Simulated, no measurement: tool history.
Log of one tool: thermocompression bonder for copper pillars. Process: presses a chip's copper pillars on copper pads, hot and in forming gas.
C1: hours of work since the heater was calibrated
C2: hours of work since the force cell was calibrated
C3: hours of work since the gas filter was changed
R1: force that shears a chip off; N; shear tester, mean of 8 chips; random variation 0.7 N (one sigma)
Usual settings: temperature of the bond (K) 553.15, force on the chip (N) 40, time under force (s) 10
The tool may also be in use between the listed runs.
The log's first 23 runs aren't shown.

Run 24, day 6.912: usual settings but temperature of the bond (K) 570.15, force on the chip (N) 49, time under force (s) 26; C1 195; C2 19; C3 11. Result: R1 113.7 N.
Run 25, day 7.233: usual settings but temperature of the bond (K) 570.15, force on the chip (N) 49, time under force (s) 26; C1 199; C2 23; C3 15. Result: R1 112.7 N.
Run 26, day 7.588: usual settings but time under force (s) 9; C1 203; C2 27; C3 19. Result: R1 75.6 N.
Run 27, day 7.796: usual settings but temperature of the bond (K) 565.15, force on the chip (N) 30, time under force (s) 6; C1 206; C2 30; C3 22. Result: R1 63.9 N.
Run 28, day 8.138: usual settings but temperature of the bond (K) 565.15, force on the chip (N) 30, time under force (s) 8; C1 210; C2 34; C3 26. Result: R1 70.5 N.
Run 29, day 8.425: usual settings but force on the chip (N) 45; C1 214; C2 37; C3 30. Result: R1 82.0 N.
Run 30, day 8.646: usual settings but temperature of the bond (K) 547.15, force on the chip (N) 30, time under force (s) 11; C1 216; C2 40; C3 32. Result: R1 66.0 N.
Run 31, day 8.921: usual settings but temperature of the bond (K) 564.15; C1 220; C2 43; C3 36. Result: R1 84.0 N.
Run 32, day 9.283: usual settings but temperature of the bond (K) 548.15, force on the chip (N) 35, time under force (s) 6; C1 224; C2 48; C3 40. Result: R1 59.6 N.
Run 33, day 9.558: usual settings but force on the chip (N) 26, time under force (s) 22; C1 228; C2 51; C3 44. Result: R1 81.9 N.

3 ways to go on from here, each from the tool as it stands after run 33. What would each give?
Run A, day 9.808: usual settings but temperature of the bond (K) 578.15, force on the chip (N) 31, time under force (s) 22; C1 231; C2 54; C3 47. Result: R1 ?.
Run B, day 9.808: usual settings but force on the chip (N) 46, time under force (s) 22; C1 231; C2 54; C3 47. Result: R1 ?.
Run C, day 9.808: usual settings but temperature of the bond (K) 563.15, force on the chip (N) 25; C1 231; C2 54; C3 47. Result: R1 ?.

run     R1
  A  101.3
  B   99.1
  C   68.1
Without the tool's hidden state the same runs would have given:
run     R1
  A  102.9
  B  100.5
  C   69.0
